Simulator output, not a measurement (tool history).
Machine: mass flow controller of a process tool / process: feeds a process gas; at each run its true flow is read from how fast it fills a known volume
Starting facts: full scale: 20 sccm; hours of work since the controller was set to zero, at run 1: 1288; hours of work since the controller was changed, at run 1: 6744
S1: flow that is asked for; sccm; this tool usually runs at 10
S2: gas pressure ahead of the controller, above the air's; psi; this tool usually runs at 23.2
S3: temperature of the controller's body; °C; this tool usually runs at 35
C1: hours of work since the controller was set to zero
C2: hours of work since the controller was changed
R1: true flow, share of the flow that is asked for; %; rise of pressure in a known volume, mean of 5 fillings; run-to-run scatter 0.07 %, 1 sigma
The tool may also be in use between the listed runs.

| run | hour | S1 | S2 | S3 | C1 | C2 | R1 |
|---|---|---|---|---|---|---|---|
| 1 | 0 | 10 | 23.2 | 35 | 1288 | 6744 | 98.16 |
| 2 | 167.5 | 10 | 23.2 | 35 | 1401 | 6858 | 98.08 |
| 3 | 309.8 | 10 | 23.2 | 35 | 1497 | 6954 | 98.02 |
| 4 | 470.5 | 10 | 23.2 | 35 | 1606 | 7062 | 97.97 |
| 5 | 713.3 | 10 | 28.4 | 35 | 1770 | 7226 | 97.93 |
| 6 | 983.1 | 10 | 29.9 | 35 | 1952 | 7409 | 97.8 |
| 7 | 1115.8 | 10 | 23.2 | 35 | 2042 | 7498 | 97.46 |
| 8 | 1282.2 | 10 | 23.2 | 35 | 2154 | 7611 | 97.35 |
| 9 | 1473.8 | 10 | 23.2 | 35 | 2283 | 7740 | 97.24 |
| 10 | 1670.7 | 10 | 23.2 | 35 | 2416 | 7873 | 97.2 |
| 11 | 1860.8 | 10 | 23.2 | 35 | 2545 | 8002 | 96.89 |
| 12 | 2041.7 | 10 | 23.2 | 20 | 2667 | 8124 | 98.02 |
| 13 | 2268.6 | 10 | 23.2 | 20 | 2820 | 8277 | 97.72 |
| 14 | 2511.7 | 10 | 23.2 | 35 | 2985 | 8441 | 96.69 |
| 15 | 2755.2 | 10 | 27.3 | 35 | 3149 | 8606 | 96.64 |
| 16 | 3023 | 10 | 23.2 | 35 | 3330 | 8787 | 96.28 |
| 17 | 3276.6 | 10 | 23.4 | 35 | 3501 | 8958 | 96.3 |
| 18 | 3409.7 | 10 | 23.4 | 35 | 3591 | 9048 | 96.15 |
| 19 | 3539.7 | 10 | 28.4 | 35 | 3679 | 9136 | 96.08 |
| 20 | 3702.1 | 10 | 28.4 | 35 | 3789 | 9246 | 96.13 |
| 21 | 3989.8 | 10 | 33.6 | 35 | 3983 | 9440 | 96.2 |
| 22 | 4137.9 | 10 | 23.2 | 35 | 4083 | 9540 | 95.72 |
| 23 | 4276.1 | 10 | 23.2 | 35 | 4177 | 9633 | 95.47 |
| 24 | 4462.6 | 10 | 23.2 | 35 | 4303 | 9759 | 95.65 |
| 25 | 4702.8 | 7 | 28.9 | 21 | 4465 | 9922 | 96.2 |
|  | 4959.7 | gauge calibrated |
| 26 | 4981.6 | 8 | 24.1 | 33 | 4653 | 10110 | 98.06 |
| 27 | 5288.4 | 2 | 28.7 | 31 | 4861 | 10317 | 97.53 |
| 28 | 5571.9 | 2 | 28.7 | 31 | 5052 | 10509 | 97.3 |
| 29 | 5722.5 | 2 | 21.9 | 31 | 5154 | 10611 | 97.01 |
| 30 | 5967 | 13 | 26.8 | 35 | 5319 | 10776 | 97.89 |
|  | 6082.5 | controller's zero set anew |
| 31 | 6136.9 | 9 | 34.2 | 37 | 37 | 10890 | 97.7 |
| 32 | 6356.7 | 3 | 28.6 | 30 | 185 | 11039 | 97.06 |
| 33 | 6566.4 | 4 | 37.3 | 35 | 327 | 11180 | 97.1 |
| 34 | 6740.4 | 3 | 21.5 | 21 | 444 | 11298 | 97.25 |
| 35 | 6955.2 | 3 | 21.5 | 21 | 590 | 11443 | 97.11 |
| 36 | 7221.6 | 14 | 21.5 | 32 | 770 | 11623 | 97.25 |
| 37 | 7530.9 | 3 | 23.2 | 35 | 979 | 11832 | 95.94 |
| 38 | 7761.4 | 15 | 32.6 | 26 | 1134 | 11988 | 97.97 |
| 39 | 8005.7 | 15 | 32.6 | 26 | 1299 | 12153 | 97.87 |
| 40 | 8290.2 | 7 | 31.3 | 35 | 1492 | 12345 | 96.12 |
| 41 | 8523.5 | 7 | 31.3 | 35 | 1649 | 12503 | 96.1 |
| 42 | 8835.3 | 5 | 21.9 | 20 | 1860 | 12713 | 96.19 |
|  | 8950.8 | gauge calibrated |
| 43 | 8984.6 | 5 | 21.9 | 20 | 1961 | 12814 | 98.49 |
| 44 | 9190.6 | 5 | 34.7 | 20 | 2100 | 12953 | 99.03 |
| 45 | 9442.9 | 14 | 23.1 | 20 | 2270 | 13124 | 99.03 |
| 46 | 9716.3 | 10 | 25.7 | 35 | 2455 | 13309 | 97.87 |
| 47 | 9893.1 | 10 | 25.7 | 35 | 2574 | 13428 | 97.65 |

Measured less the same run without the tool's hidden state. The same run-to-run variation is in both; the gauge's scatter may not be:
Hidden conditions of the tool in this case: flow at rest that the sensor doesn't see, % of full scale; true flow over the shown one, %; drift of the gauge itself on true_pct, %.
| run | R1 |
|---|---|
| 1 | +0 |
| 2 | -0.09 |
| 3 | -0.17 |
| 4 | -0.27 |
| 5 | -0.41 |
| 6 | -0.58 |
| 7 | -0.65 |
| 8 | -0.74 |
| 9 | -0.86 |
| 10 | -0.98 |
| 11 | -1.08 |
| 12 | -1.2 |
| 13 | -1.34 |
| 14 | -1.47 |
| 15 | -1.61 |
| 16 | -1.77 |
| 17 | -1.92 |
| 18 | -2 |
| 19 | -2.08 |
| 20 | -2.17 |
| 21 | -2.35 |
| 22 | -2.42 |
| 23 | -2.51 |
| 24 | -2.61 |
| 25 | -2.78 |
| 26 | -0.02 |
| 27 | -0.24 |
| 28 | -0.41 |
| 29 | -0.49 |
| 30 | -0.59 |
| 31 | -0.68 |
| 32 | -0.81 |
| 33 | -0.93 |
| 34 | -1.04 |
| 35 | -1.17 |
| 36 | -1.32 |
| 37 | -1.49 |
| 38 | -1.65 |
| 39 | -1.8 |
| 40 | -1.94 |
| 41 | -2.08 |
| 42 | -2.28 |
| 43 | -0.02 |
| 44 | -0.14 |
| 45 | -0.28 |
| 46 | -0.44 |
| 47 | -0.54 |
